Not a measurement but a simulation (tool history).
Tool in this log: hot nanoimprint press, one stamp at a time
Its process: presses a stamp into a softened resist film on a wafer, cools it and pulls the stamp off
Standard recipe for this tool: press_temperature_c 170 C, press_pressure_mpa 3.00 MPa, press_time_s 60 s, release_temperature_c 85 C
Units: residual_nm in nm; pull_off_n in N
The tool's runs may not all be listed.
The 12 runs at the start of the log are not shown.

Run 13, hour 445.0: usual settings but press_pressure_mpa 2.40 MPa. Result: residual_nm 315.3 nm, pull_off_n 140 N.
Run 14, hour 479.7: usual settings but press_pressure_mpa 2.40 MPa. Result: residual_nm 318.2 nm, pull_off_n 142 N.
Run 15, hour 526.2: usual settings but release_temperature_c 80 C. Result: residual_nm 297.7 nm, pull_off_n 161 N.
Run 16, hour 566.0: usual settings but press_pressure_mpa 2.07 MPa. Result: residual_nm 331.7 nm, pull_off_n 155 N.
Run 17, hour 606.8: usual settings but press_pressure_mpa 2.07 MPa. Result: residual_nm 333.8 nm, pull_off_n 150 N.
Run 18, hour 649.0: usual settings but press_pressure_mpa 2.96 MPa, press_time_s 52 s. Result: residual_nm 307.7 nm, pull_off_n 157 N.
Run 19, hour 690.7: usual settings but press_pressure_mpa 2.37 MPa, press_time_s 118 s. Result: residual_nm 264.4 nm, pull_off_n 159 N.
Run 20, hour 723.0: usual settings but press_time_s 36 s, release_temperature_c 84 C. Result: residual_nm 345.0 nm, pull_off_n 170 N.
At hour 761.9: press's hydraulic seals changed and the load cell set to zero.
Run 21, hour 777.1: usual settings but press_time_s 67 s, release_temperature_c 92 C. Result: residual_nm 284.9 nm, pull_off_n 135 N.
Run 22, hour 821.7: usual settings but press_temperature_c 167 C, press_time_s 61 s, release_temperature_c 74 C. Result: residual_nm 323.1 nm, pull_off_n 221 N.
Run 23, hour 849.7: usual settings but press_temperature_c 172 C, press_pressure_mpa 3.78 MPa, press_time_s 110 s, release_temperature_c 91 C. Result: residual_nm 199.8 nm, pull_off_n 145 N.
Run 24, hour 894.0: usual settings but release_temperature_c 92 C. Result: residual_nm 302.9 nm, pull_off_n 143 N.
Run 25, hour 935.5: usual settings but release_temperature_c 84 C. Result: residual_nm 299.3 nm, pull_off_n 188 N.
Run 26, hour 984.9: usual settings but release_temperature_c 84 C. Result: residual_nm 298.6 nm, pull_off_n 198 N.
Run 27, hour 1007.7: usual settings but press_temperature_c 160 C, press_pressure_mpa 2.47 MPa, release_temperature_c 84 C. Result: residual_nm 417.1 nm, pull_off_n 201 N.
Run 28, hour 1052.1: usual settings but press_pressure_mpa 1.89 MPa, press_time_s 38 s. Result: residual_nm 383.3 nm, pull_off_n 202 N.
At hour 1067.3: stamp cleaned and given a new release coat.
Run 29, hour 1096.5: usual settings but press_pressure_mpa 1.89 MPa, press_time_s 38 s. Result: residual_nm 389.1 nm, pull_off_n 130 N.
Run 30, hour 1134.8: usual settings but press_temperature_c 178 C. Result: residual_nm 229.5 nm, pull_off_n 130 N.
Run 31, hour 1167.7: usual settings but press_temperature_c 173 C, press_pressure_mpa 4.42 MPa, press_time_s 111 s, release_temperature_c 89 C. Result: residual_nm 184.3 nm, pull_off_n 118 N.

Each row is a separate what-if for the run after 31, all from the same tool condition, not one after another. Results?
Run A, hour 1197.8: usual settings but press_temperature_c 181 C, press_pressure_mpa 3.88 MPa, release_temperature_c 78 C. Result: residual_nm ?, pull_off_n ?.
Run B, hour 1197.8: usual settings but press_temperature_c 172 C, press_pressure_mpa 2.74 MPa, press_time_s 52 s. Result: residual_nm ?, pull_off_n ?.
Run C, hour 1197.8: usual settings but press_temperature_c 165 C, press_pressure_mpa 2.77 MPa, release_temperature_c 75 C. Result: residual_nm ?, pull_off_n ?.

run  residual_nm  pull_off_n
  A        180.2         163
  B        307.2         139
  C        365.6         175
With the hidden condition removed and each run's random variation left untouched, the same runs would have given:
run  residual_nm  pull_off_n
  A        165.8         143
  B        286.6         121
  C        344.4         155
